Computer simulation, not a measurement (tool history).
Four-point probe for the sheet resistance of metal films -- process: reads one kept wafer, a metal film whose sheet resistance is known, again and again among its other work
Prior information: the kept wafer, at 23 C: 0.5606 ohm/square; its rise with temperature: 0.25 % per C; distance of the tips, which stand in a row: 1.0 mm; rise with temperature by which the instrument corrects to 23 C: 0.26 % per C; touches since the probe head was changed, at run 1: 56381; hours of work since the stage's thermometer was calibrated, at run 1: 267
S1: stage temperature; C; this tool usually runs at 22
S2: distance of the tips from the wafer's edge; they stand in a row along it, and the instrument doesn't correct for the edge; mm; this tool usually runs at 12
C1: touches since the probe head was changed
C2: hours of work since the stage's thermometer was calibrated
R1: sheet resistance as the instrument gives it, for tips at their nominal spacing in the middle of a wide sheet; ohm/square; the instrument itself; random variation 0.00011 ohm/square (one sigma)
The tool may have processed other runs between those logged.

| run | hour | S1 | S2 | C1 | C2 | R1 |
|---|---|---|---|---|---|---|
| 1 | 0 | 22 | 12 | 56381 | 267 | 0.56264 |
| 2 | 57 | 22 | 12 | 58160 | 304 | 0.562599 |
| 3 | 89.1 | 22 | 12 | 59160 | 325 | 0.562674 |
| 4 | 119.1 | 22 | 71 | 60097 | 344 | 0.560693 |
| 5 | 169.4 | 22 | 71 | 61665 | 376 | 0.560582 |
| 6 | 205.4 | 22 | 44 | 62788 | 400 | 0.560861 |
| 7 | 262.3 | 22 | 44 | 64563 | 436 | 0.560867 |
| 8 | 321.6 | 22 | 44 | 66412 | 474 | 0.560796 |
| 9 | 347.6 | 22 | 44 | 67223 | 491 | 0.560802 |
| 10 | 396.3 | 22 | 44 | 68742 | 522 | 0.560732 |
| 11 | 439.6 | 35 | 44 | 70091 | 550 | 0.560665 |
| 12 | 465.2 | 35 | 44 | 70892 | 567 | 0.560585 |
| 13 | 491 | 35 | 44 | 71696 | 583 | 0.560521 |
| 14 | 549.2 | 35 | 44 | 73510 | 621 | 0.560668 |
| 15 | 607.4 | 35 | 44 | 75325 | 658 | 0.560544 |
| 16 | 649.8 | 35 | 44 | 76649 | 685 | 0.560655 |
| 17 | 709 | 35 | 44 | 78495 | 723 | 0.560881 |
| 18 | 746.3 | 35 | 44 | 79659 | 747 | 0.560649 |
| 19 | 796.8 | 22 | 7 | 81234 | 780 | 0.566529 |
| 20 | 838.8 | 22 | 7 | 82543 | 807 | 0.566814 |
| 21 | 869.3 | 22 | 7 | 83495 | 827 | 0.566625 |
| 22 | 931.6 | 22 | 7 | 85436 | 867 | 0.566879 |
| 23 | 979.3 | 22 | 7 | 86926 | 897 | 0.566802 |
| 24 | 1013.7 | 22 | 7 | 87996 | 919 | 0.566621 |
| 25 | 1039 | 19 | 9 | 88786 | 936 | 0.564259 |
| 26 | 1070.2 | 18 | 55 | 89760 | 956 | 0.560693 |
| 27 | 1125.4 | 28 | 11 | 91483 | 991 | 0.563083 |
| 28 | 1154.5 | 24 | 8 | 92388 | 1010 | 0.565214 |
| 29 | 1186.1 | 33 | 31 | 93375 | 1030 | 0.560829 |
| 30 | 1231.4 | 33 | 31 | 94787 | 1059 | 0.560849 |
|  | 1249.7 | new probe head fitted |
| 31 | 1283.2 | 23 | 12 | 1045 | 1092 | 0.562805 |
| 32 | 1326.9 | 27 | 4 | 2408 | 1120 | 0.578731 |
| 33 | 1365.6 | 28 | 14 | 3617 | 1145 | 0.562085 |
| 34 | 1397.8 | 19 | 10 | 4620 | 1166 | 0.563811 |
| 35 | 1444.9 | 31 | 10 | 6088 | 1196 | 0.563547 |
| 36 | 1479.7 | 31 | 10 | 7176 | 1218 | 0.563798 |
| 37 | 1538.4 | 24 | 5 | 9006 | 1256 | 0.572448 |
| 38 | 1591.3 | 31 | 19 | 10654 | 1290 | 0.56123 |
| 39 | 1649.7 | 24 | 4 | 12476 | 1328 | 0.579039 |
| 40 | 1677.9 | 32 | 3 | 13357 | 1346 | 0.592196 |
| 41 | 1732.5 | 22 | 11 | 15061 | 1381 | 0.563161 |
| 42 | 1788.2 | 22 | 11 | 16795 | 1417 | 0.563126 |
| 43 | 1824.6 | 22 | 3 | 17931 | 1440 | 0.592152 |
| 44 | 1867.3 | 22 | 3 | 19264 | 1468 | 0.592013 |
| 45 | 1905.8 | 28 | 7 | 20465 | 1492 | 0.566588 |

3 ways to go on from here, each from the tool as it stands after run 45. What would each give?
| A | 1960.5 | 22 | 75 | 22169 | 1528 | ? |
| B | 1960.5 | 22 | 20 | 22169 | 1528 | ? |
| C | 1960.5 | 31 | 12 | 22169 | 1528 | ? |

| run | R1 |
|---|---|
| A | 0.560678 |
| B | 0.561479 |
| C | 0.562699 |
Without the tool's unlogged condition, the same runs would have read:
| run | R1 |
|---|---|
| A | 0.560614 |
| B | 0.561415 |
| C | 0.562635 |

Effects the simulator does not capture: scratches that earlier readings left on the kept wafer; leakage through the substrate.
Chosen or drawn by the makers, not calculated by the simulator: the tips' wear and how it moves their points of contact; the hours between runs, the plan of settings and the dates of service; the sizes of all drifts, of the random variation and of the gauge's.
